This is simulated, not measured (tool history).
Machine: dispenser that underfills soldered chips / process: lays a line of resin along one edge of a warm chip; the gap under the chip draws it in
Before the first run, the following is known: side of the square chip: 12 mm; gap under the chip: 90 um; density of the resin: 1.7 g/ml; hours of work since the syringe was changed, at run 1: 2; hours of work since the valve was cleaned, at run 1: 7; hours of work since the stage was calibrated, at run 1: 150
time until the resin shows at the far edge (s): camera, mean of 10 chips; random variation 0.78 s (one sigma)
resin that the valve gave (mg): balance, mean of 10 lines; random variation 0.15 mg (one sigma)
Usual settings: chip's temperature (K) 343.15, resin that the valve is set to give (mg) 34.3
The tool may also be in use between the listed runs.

run	hour	chip's temperature (K)	resin that the valve is set to give (mg)	hours of work since the syringe was changed	hours of work since the valve was cleaned	hours of work since the stage was calibrated	time until the resin shows at the far edge (s)	resin that the valve gave (mg)
1	0	343.15	34.3	2	7	150	79.1	34.06
2	4.2	343.15	34.3	5	10	153	103.4	34.1
# hour 6.4: new syringe of resin
3	8.2	343.15	34.3	1	13	156	75.8	34.01
4	12.9	343.15	34.3	5	17	160	103.2	33.86
# hour 15.1: new syringe of resin
5	17.6	343.15	34.3	2	20	164	78.5	33.93
6	21.6	343.15	35.9	5	23	167	98.8	35.16
# hour 24: new syringe of resin
7	25.6	343.15	37.9	1	26	170	74.1	37.35
8	29.4	343.15	42	4	29	173	94.1	41.07
# hour 32.8: new syringe of resin
9	33.7	337.15	34.3	1	32	176	95.1	33.65
10	39.3	337.15	34.3	5	37	180	139.3	33.4
# hour 41.5: new syringe of resin
11	44	343.15	34.3	2	40	184	79.6	33.26
12	49.1	342.15	34.3	6	44	188	117	33.09
# hour 50.2: new syringe of resin
13	52.9	334.15	34.3	2	47	190	121.2	33.09
# hour 59.2: new syringe of resin
14	59.3	343.15	34.3	0	52	195	67.3	32.92
15	65.2	343.15	34.3	5	57	200	100.5	32.65
# hour 68.2: new syringe of resin
16	71.2	343.15	34.3	2	61	204	82.3	32.49
17	74.3	343.15	32.9	5	63	207	100.5	31.12
# hour 77.1: dispensing valve cleaned and set on the balance
# hour 77.7: new syringe of resin
18	80.7	337.15	32.9	2	3	211	108.8	32.9
19	85.6	340.15	32.4	6	6	215	130.2	32.42
# hour 86.7: new syringe of resin
20	91.2	340.15	32.4	4	11	219	104.6	32.15
21	94.7	340.15	32.4	6	13	222	131.6	32.01
# hour 95.4: new syringe of resin
22	97.5	328.15	35.5	2	15	224	167.1	34.98
23	102.5	342.15	34.3	6	19	228	110.5	33.81
# hour 104.2: new syringe of resin
24	106.4	350.15	35.8	2	22	231	53.5	35.01
25	110.8	350.15	35.8	5	26	234	71.4	35.32
# hour 112.8: new syringe of resin
26	116.7	335.15	36.8	3	30	238	129.5	35.98
27	120.7	352.15	39.2	6	33	242	70.8	38.05
# hour 121.7: new syringe of resin
28	124.5	346.15	38.4	2	36	244	68.6	37.2
29	129.1	330.15	36.7	6	40	248	211.1	35.74
# hour 130.8: new syringe of resin
30	132.6	355.15	40.3	1	42	250	40.2	38.94
31	135.6	355.15	40.3	4	45	253	49.7	38.75
# hour 139.4: new syringe of resin
32	139.4	341.15	29.4	0	47	256	76.1	28.3
33	144.9	346.15	31.5	4	52	260	82	30.04
# hour 148.1: new syringe of resin
34	148.6	346.15	31.5	0	54	263	60.7	30.21
35	153.4	346.15	31.5	4	58	266	83.5	29.94

Hidden state at the last listed run before each entry between runs and at the first one after, where it differs:
Run 2 -> run 3: new syringe of resin (hour 6.4)
  resin's viscosity, % of fresh resin's: 152.6 -> 111.6; dose that the valve gives, % of what is set: 99.39 -> 99.16; true chip temperature over the reading, C: 1.12 -> 1.14
  measured minus no-state result, time until the resin shows at the far edge (s): +31.7 -> +3.9; resin that the valve gave (mg): -0.21 -> -0.29
Run 4 -> run 5: new syringe of resin (hour 15.1)
  resin's viscosity, % of fresh resin's: 153.1 -> 115.9; dose that the valve gives, % of what is set: 98.88 -> 98.6; true chip temperature over the reading, C: 1.17 -> 1.19
  measured minus no-state result, time until the resin shows at the far edge (s): +31.9 -> +6.7; resin that the valve gave (mg): -0.39 -> -0.48
Run 6 -> run 7: new syringe of resin (hour 24)
  resin's viscosity, % of fresh resin's: 150 -> 110.3; dose that the valve gives, % of what is set: 98.36 -> 98.1; true chip temperature over the reading, C: 1.21 -> 1.23
  measured minus no-state result, time until the resin shows at the far edge (s): +29 -> +2.7; resin that the valve gave (mg): -0.58 -> -0.72
Run 8 -> run 9: new syringe of resin (hour 32.8)
  resin's viscosity, % of fresh resin's: 141.8 -> 106; dose that the valve gives, % of what is set: 97.85 -> 97.6; true chip temperature over the reading, C: 1.26 -> 1.28
  measured minus no-state result, time until the resin shows at the far edge (s): +23.5 -> -0.6; resin that the valve gave (mg): -0.9 -> -0.82
Run 10 -> run 11: new syringe of resin (hour 41.5)
  resin's viscosity, % of fresh resin's: 153.2 -> 117.8; dose that the valve gives, % of what is set: 97.26 -> 96.98; true chip temperature over the reading, C: 1.31 -> 1.34
  measured minus no-state result, time until the resin shows at the far edge (s): +42.1 -> +7.6; resin that the valve gave (mg): -0.95 -> -1.03
Run 12 -> run 13: new syringe of resin (hour 50.2)
  resin's viscosity, % of fresh resin's: 165.5 -> 115.6; dose that the valve gives, % of what is set: 96.65 -> 96.43; true chip temperature over the reading, C: 1.37 -> 1.39
  measured minus no-state result, time until the resin shows at the far edge (s): +41.6 -> +8.9; resin that the valve gave (mg): -1.15 -> -1.22
Run 13 -> run 14: new syringe of resin (hour 59.2)
  resin's viscosity, % of fresh resin's: 115.6 -> 101.5; dose that the valve gives, % of what is set: 96.43 -> 96.06; true chip temperature over the reading, C: 1.39 -> 1.42
  measured minus no-state result, time until the resin shows at the far edge (s): +8.9 -> -3.5; resin that the valve gave (mg): -1.22 -> -1.35
Run 15 -> run 16: new syringe of resin (hour 68.2)
  resin's viscosity, % of fresh resin's: 150.3 -> 122.7; dose that the valve gives, % of what is set: 95.69 -> 95.34; true chip temperature over the reading, C: 1.46 -> 1.49
  measured minus no-state result, time until the resin shows at the far edge (s): +28.9 -> +10.4; resin that the valve gave (mg): -1.47 -> -1.58
Run 17 -> run 18: dispensing valve cleaned and set on the balance (hour 77.1); new syringe of resin (hour 77.7)
  resin's viscosity, % of fresh resin's: 150.9 -> 121.9; dose that the valve gives, % of what is set: 95.16 -> 99.73; true chip temperature over the reading, C: 1.51 -> 1.54
  measured minus no-state result, time until the resin shows at the far edge (s): +29.3 -> +12.1; resin that the valve gave (mg): -1.58 -> -0.09
Run 19 -> run 20: new syringe of resin (hour 86.7)
  resin's viscosity, % of fresh resin's: 168.3 -> 134.5; dose that the valve gives, % of what is set: 99.44 -> 99.1; true chip temperature over the reading, C: 1.56 -> 1.6
  measured minus no-state result, time until the resin shows at the far edge (s): +46.4 -> +20.4; resin that the valve gave (mg): -0.19 -> -0.29
Run 21 -> run 22: new syringe of resin (hour 95.4)
  resin's viscosity, % of fresh resin's: 169.7 -> 115.5; dose that the valve gives, % of what is set: 98.88 -> 98.74; true chip temperature over the reading, C: 1.62 -> 1.63
  measured minus no-state result, time until the resin shows at the far edge (s): +47.6 -> +9; resin that the valve gave (mg): -0.37 -> -0.44
Run 23 -> run 24: new syringe of resin (hour 104.2)
  resin's viscosity, % of fresh resin's: 160.4 -> 116.7; dose that the valve gives, % of what is set: 98.43 -> 98.2; true chip temperature over the reading, C: 1.66 -> 1.69
  measured minus no-state result, time until the resin shows at the far edge (s): +35.6 -> +3.9; resin that the valve gave (mg): -0.54 -> -0.64
Run 25 -> run 26: new syringe of resin (hour 112.8)
  resin's viscosity, % of fresh resin's: 155.8 -> 130.3; dose that the valve gives, % of what is set: 97.94 -> 97.6; true chip temperature over the reading, C: 1.71 -> 1.74
  measured minus no-state result, time until the resin shows at the far edge (s): +21.8 -> +20.9; resin that the valve gave (mg): -0.74 -> -0.89
Run 27 -> run 28: new syringe of resin (hour 121.7)
  resin's viscosity, % of fresh resin's: 169.3 -> 121.3; dose that the valve gives, % of what is set: 97.37 -> 97.17; true chip temperature over the reading, C: 1.77 -> 1.79
  measured minus no-state result, time until the resin shows at the far edge (s): +25.2 -> +6.9; resin that the valve gave (mg): -1.03 -> -1.08
Run 29 -> run 30: new syringe of resin (hour 130.8)
  resin's viscosity, % of fresh resin's: 163.4 -> 112.7; dose that the valve gives, % of what is set: 96.88 -> 96.7; true chip temperature over the reading, C: 1.81 -> 1.83
  measured minus no-state result, time until the resin shows at the far edge (s): +68.9 -> +1.4; resin that the valve gave (mg): -1.15 -> -1.33
Run 31 -> run 32: new syringe of resin (hour 139.4)
  resin's viscosity, % of fresh resin's: 137.4 -> 100.6; dose that the valve gives, % of what is set: 96.51 -> 96.3; true chip temperature over the reading, C: 1.85 -> 1.87
  measured minus no-state result, time until the resin shows at the far edge (s): +10.3 -> -6.3; resin that the valve gave (mg): -1.4 -> -1.09
Run 33 -> run 34: new syringe of resin (hour 148.1)
  resin's viscosity, % of fresh resin's: 144.7 -> 105.1; dose that the valve gives, % of what is set: 95.98 -> 95.75; true chip temperature over the reading, C: 1.9 -> 1.92
  measured minus no-state result, time until the resin shows at the far edge (s): +20.4 -> -2.2; resin that the valve gave (mg): -1.26 -> -1.34
